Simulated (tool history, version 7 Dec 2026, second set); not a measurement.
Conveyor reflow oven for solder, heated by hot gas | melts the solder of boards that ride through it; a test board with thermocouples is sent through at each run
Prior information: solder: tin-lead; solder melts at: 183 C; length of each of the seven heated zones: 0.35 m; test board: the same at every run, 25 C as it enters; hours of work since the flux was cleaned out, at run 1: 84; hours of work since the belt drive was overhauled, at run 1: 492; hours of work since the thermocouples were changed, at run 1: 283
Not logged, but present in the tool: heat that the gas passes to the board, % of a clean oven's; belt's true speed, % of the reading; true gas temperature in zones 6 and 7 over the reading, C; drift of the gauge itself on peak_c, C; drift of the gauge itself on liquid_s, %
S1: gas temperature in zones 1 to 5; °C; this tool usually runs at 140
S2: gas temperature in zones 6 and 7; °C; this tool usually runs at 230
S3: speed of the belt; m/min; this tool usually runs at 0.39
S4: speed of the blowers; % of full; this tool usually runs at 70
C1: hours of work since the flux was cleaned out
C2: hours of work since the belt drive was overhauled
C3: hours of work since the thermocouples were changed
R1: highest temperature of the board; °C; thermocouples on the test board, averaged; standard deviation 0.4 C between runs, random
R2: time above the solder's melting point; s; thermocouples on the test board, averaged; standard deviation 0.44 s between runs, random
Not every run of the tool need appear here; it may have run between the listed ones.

{"run": 1, "hour": 0.0, "S1": 140, "S2": 230, "S3": 0.39, "S4": 70, "C1": 84, "C2": 492, "C3": 283, "R1": 218.8, "R2": 86.2}
{"run": 2, "hour": 14.4, "S1": 140, "S2": 230, "S3": 0.39, "S4": 70, "C1": 91, "C2": 498, "C3": 289, "R1": 218.8, "R2": 86.5}
{"run": 3, "hour": 30.9, "S1": 140, "S2": 230, "S3": 0.39, "S4": 70, "C1": 99, "C2": 506, "C3": 297, "R1": 219.1, "R2": 86.4}
{"run": 4, "hour": 55.0, "S1": 140, "S2": 230, "S3": 0.39, "S4": 70, "C1": 110, "C2": 517, "C3": 308, "R1": 219.3, "R2": 87.1}
{"run": 5, "hour": 72.9, "S1": 140, "S2": 230, "S3": 0.39, "S4": 70, "C1": 118, "C2": 526, "C3": 317, "R1": 218, "R2": 86.3}
{"run": 6, "hour": 101.3, "S1": 140, "S2": 230, "S3": 0.39, "S4": 70, "C1": 132, "C2": 539, "C3": 330, "R1": 219.1, "R2": 86}
{"run": 7, "hour": 122.5, "S1": 140, "S2": 230, "S3": 0.39, "S4": 70, "C1": 141, "C2": 549, "C3": 340, "R1": 218.3, "R2": 86.4}
{"run": 8, "hour": 152.5, "S1": 140, "S2": 230, "S3": 0.39, "S4": 70, "C1": 155, "C2": 563, "C3": 354, "R1": 217.6, "R2": 86.6}
{"run": 9, "hour": 165.0, "S1": 140, "S2": 230, "S3": 0.39, "S4": 71, "C1": 161, "C2": 569, "C3": 360, "R1": 217.4, "R2": 85.9}
{"run": 10, "hour": 182.6, "S1": 152, "S2": 230, "S3": 0.39, "S4": 71, "C1": 169, "C2": 577, "C3": 368, "R1": 219.8, "R2": 94.5}
{"run": 11, "hour": 204.4, "S1": 152, "S2": 230, "S3": 0.39, "S4": 71, "C1": 180, "C2": 587, "C3": 378, "R1": 218.9, "R2": 93.3}
{"run": 12, "hour": 230.5, "S1": 154, "S2": 230, "S3": 0.39, "S4": 71, "C1": 192, "C2": 599, "C3": 390, "R1": 220, "R2": 95.7}
{"run": 13, "hour": 256.8, "S1": 129, "S2": 230, "S3": 0.39, "S4": 70, "C1": 204, "C2": 611, "C3": 402, "R1": 216.1, "R2": 78.8}
{"run": 14, "hour": 279.1, "S1": 134, "S2": 220, "S3": 0.39, "S4": 51, "C1": 214, "C2": 622, "C3": 413, "R1": 203.6, "R2": 61.6}
{"run": 15, "hour": 297.8, "S1": 133, "S2": 223, "S3": 0.315, "S4": 51, "C1": 223, "C2": 630, "C3": 421, "R1": 211.9, "R2": 94.4}
{"run": 16, "hour": 321.3, "S1": 127, "S2": 228, "S3": 0.364, "S4": 75, "C1": 234, "C2": 641, "C3": 432, "R1": 216.7, "R2": 85.9}
{"run": 17, "hour": 339.7, "S1": 146, "S2": 245, "S3": 0.343, "S4": 70, "C1": 243, "C2": 650, "C3": 441, "R1": 235.6, "R2": 116.9}
{"run": 18, "hour": 360.5, "S1": 140, "S2": 233, "S3": 0.39, "S4": 75, "C1": 252, "C2": 660, "C3": 451, "R1": 221.4, "R2": 89.6}
{"run": 19, "hour": 386.5, "S1": 140, "S2": 233, "S3": 0.39, "S4": 75, "C1": 264, "C2": 672, "C3": 463, "R1": 221, "R2": 88.2}
{"run": 20, "hour": 411.9, "S1": 136, "S2": 221, "S3": 0.408, "S4": 79, "C1": 276, "C2": 684, "C3": 475, "R1": 209.4, "R2": 70.4}
{"run": 21, "hour": 440.4, "S1": 127, "S2": 230, "S3": 0.45, "S4": 70, "C1": 290, "C2": 697, "C3": 488, "R1": 210.7, "R2": 60.4}
{"run": 22, "hour": 454.9, "S1": 134, "S2": 230, "S3": 0.39, "S4": 70, "C1": 296, "C2": 704, "C3": 495, "R1": 216.6, "R2": 81.1}

Alternative continuations, all from the tool just after run 22; predict every row:
{"hour": 467.0, "done": "flux residue cleaned out of gas plates and filters"}
{"run": "A", "hour": 485.8, "S1": 134, "S2": 234, "S3": 0.39, "S4": 70, "C1": 9, "C2": 716, "C3": 507, "R1": "?", "R2": "?"}
{"hour": 467.0, "done": "flux residue cleaned out of gas plates and filters"}
{"run": "B", "hour": 485.8, "S1": 144, "S2": 236, "S3": 0.39, "S4": 70, "C1": 9, "C2": 716, "C3": 507, "R1": "?", "R2": "?"}
{"hour": 467.0, "done": "flux residue cleaned out of gas plates and filters"}
{"run": "C", "hour": 485.8, "S1": 134, "S2": 242, "S3": 0.39, "S4": 60, "C1": 9, "C2": 716, "C3": 507, "R1": "?", "R2": "?"}

run=A R1=221.3 R2=86.6
run=B R1=225.1 R2=94.3
run=C R1=226.4 R2=91.6
Without the tool's hidden state the same runs would have given:
run=A R1=222.6 R2=85.9
run=B R1=226.5 R2=93.3
run=C R1=227.5 R2=90.7
